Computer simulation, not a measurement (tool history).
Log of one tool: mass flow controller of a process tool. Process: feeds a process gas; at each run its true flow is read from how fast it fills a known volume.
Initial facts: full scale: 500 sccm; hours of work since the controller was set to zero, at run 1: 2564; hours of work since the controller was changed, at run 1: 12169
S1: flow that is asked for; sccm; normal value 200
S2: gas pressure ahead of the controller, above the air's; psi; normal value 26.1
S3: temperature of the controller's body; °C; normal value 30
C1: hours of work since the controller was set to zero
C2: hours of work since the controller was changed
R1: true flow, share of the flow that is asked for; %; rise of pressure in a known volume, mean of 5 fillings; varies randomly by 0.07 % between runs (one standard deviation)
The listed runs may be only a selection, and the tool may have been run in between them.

| run | hour | S1 | S2 | S3 | C1 | C2 | R1 |
|---|---|---|---|---|---|---|---|
| 1 | 0.0 | 200 | 26.1 | 30 | 2564 | 12169 | 93.40 |
| 2 | 438.3 | 200 | 26.1 | 30 | 2837 | 12442 | 93.15 |
|  | 465.6 | controller exchanged for a calibrated one |
| 3 | 713.7 | 200 | 26.1 | 30 | 155 | 155 | 97.74 |
| 4 | 1175.9 | 200 | 26.1 | 30 | 442 | 442 | 97.37 |
| 5 | 1545.4 | 200 | 26.1 | 30 | 672 | 672 | 97.26 |
| 6 | 1838.3 | 200 | 26.1 | 30 | 855 | 855 | 97.18 |
| 7 | 2310.7 | 200 | 26.1 | 30 | 1149 | 1149 | 96.86 |
| 8 | 2825.0 | 200 | 26.1 | 30 | 1469 | 1469 | 96.75 |
| 9 | 3179.1 | 200 | 26.1 | 30 | 1690 | 1690 | 96.51 |
| 10 | 3564.0 | 200 | 26.1 | 30 | 1930 | 1930 | 96.29 |
| 11 | 3865.3 | 200 | 26.1 | 30 | 2117 | 2117 | 96.17 |
| 12 | 4397.2 | 200 | 26.1 | 30 | 2448 | 2448 | 95.98 |
| 13 | 4786.8 | 200 | 26.1 | 30 | 2691 | 2691 | 95.91 |
| 14 | 5045.9 | 200 | 26.1 | 30 | 2852 | 2852 | 95.75 |
| 15 | 5303.7 | 200 | 35.4 | 30 | 3013 | 3013 | 95.92 |
| 16 | 5567.2 | 200 | 35.4 | 30 | 3177 | 3177 | 95.81 |
| 17 | 6022.6 | 200 | 29.7 | 30 | 3461 | 3461 | 95.44 |
| 18 | 6580.2 | 200 | 29.7 | 20 | 3808 | 3808 | 96.03 |
| 19 | 6873.6 | 200 | 29.7 | 20 | 3991 | 3991 | 95.80 |
| 20 | 7197.5 | 200 | 29.7 | 20 | 4192 | 4192 | 95.74 |
| 21 | 7679.0 | 200 | 29.7 | 20 | 4492 | 4492 | 95.51 |
|  | 7979.6 | controller's zero set anew |
| 22 | 8131.1 | 200 | 29.7 | 20 | 94 | 4773 | 93.90 |
| 23 | 8598.0 | 200 | 29.7 | 20 | 385 | 5064 | 93.69 |
| 24 | 8947.3 | 200 | 29.7 | 20 | 603 | 5282 | 93.54 |
|  | 9104.3 | controller's zero set anew, once more |
| 25 | 9199.9 | 107 | 30.5 | 30 | 59 | 5439 | 95.78 |
| 26 | 9482.0 | 107 | 30.5 | 30 | 235 | 5614 | 95.71 |
| 27 | 9754.7 | 205 | 22.3 | 33 | 405 | 5784 | 95.78 |
| 28 | 10154.9 | 200 | 32.5 | 28 | 654 | 6034 | 96.15 |
| 29 | 10590.5 | 253 | 32.5 | 30 | 926 | 6305 | 96.09 |
| 30 | 10957.3 | 482 | 32.5 | 24 | 1154 | 6533 | 98.11 |
| 31 | 11232.0 | 482 | 32.5 | 31 | 1325 | 6704 | 97.40 |
| 32 | 11515.0 | 79 | 30.5 | 30 | 1501 | 6881 | 93.53 |
| 33 | 11917.2 | 79 | 30.5 | 30 | 1752 | 7131 | 93.26 |
| 34 | 12479.8 | 79 | 30.5 | 30 | 2102 | 7481 | 92.88 |
| 35 | 12777.3 | 79 | 30.5 | 30 | 2287 | 7667 | 92.48 |
| 36 | 13024.2 | 200 | 26.1 | 33 | 2441 | 7820 | 94.36 |
| 37 | 13451.6 | 375 | 26.1 | 25 | 2707 | 8087 | 96.31 |
| 38 | 13760.0 | 317 | 23.9 | 24 | 2899 | 8279 | 95.92 |
| 39 | 14148.6 | 91 | 32.3 | 26 | 3141 | 8521 | 92.23 |
| 40 | 14537.1 | 91 | 32.3 | 26 | 3383 | 8763 | 92.00 |
| 41 | 15097.9 | 91 | 27.8 | 30 | 3733 | 9112 | 91.10 |
| 42 | 15427.9 | 62 | 26.1 | 30 | 3938 | 9317 | 88.90 |
| 43 | 15817.5 | 62 | 26.1 | 30 | 4181 | 9560 | 88.48 |
| 44 | 16391.6 | 62 | 26.1 | 30 | 4538 | 9917 | 87.76 |
|  | 16632.2 | controller's zero set anew |
| 45 | 16925.9 | 335 | 26.1 | 34 | 183 | 10250 | 95.43 |
| 46 | 17446.4 | 335 | 26.1 | 34 | 507 | 10574 | 95.22 |
| 47 | 17890.3 | 200 | 21.6 | 27 | 783 | 10850 | 94.76 |

Some steps in R1, run to run, broken into two amounts with sign: the step expected even without the hidden condition (settings, incoming material, random variation), and the rest, left for the hidden condition together with whatever gauge scatter is not in both the measured and the hidden-condition-free result:
The tool's hidden condition here consists of: flow at rest that the sensor doesn't see, % of full scale; true flow over the shown one, %; drift of the gauge itself on true_pct, %.
Run 2 -> 3: controller exchanged for a calibrated one. R1 +4.59 %: hidden state +4.44, all else +0.15.
Run 24 -> 25: S1 200 -> 107, S2 29.7 -> 30.5, S3 20 -> 30, controller's zero set anew, once more. R1 +2.24 %: hidden state +3.52, all else -1.28.
Run 31 -> 32: S1 482 -> 79, S2 32.5 -> 30.5, S3 31 -> 30. R1 -3.87 %: hidden state -1.57, all else -2.30.
Run 44 -> 45: S1 62 -> 335, S3 30 -> 34, controller's zero set anew. R1 +7.67 %: hidden state +6.27, all else +1.40.
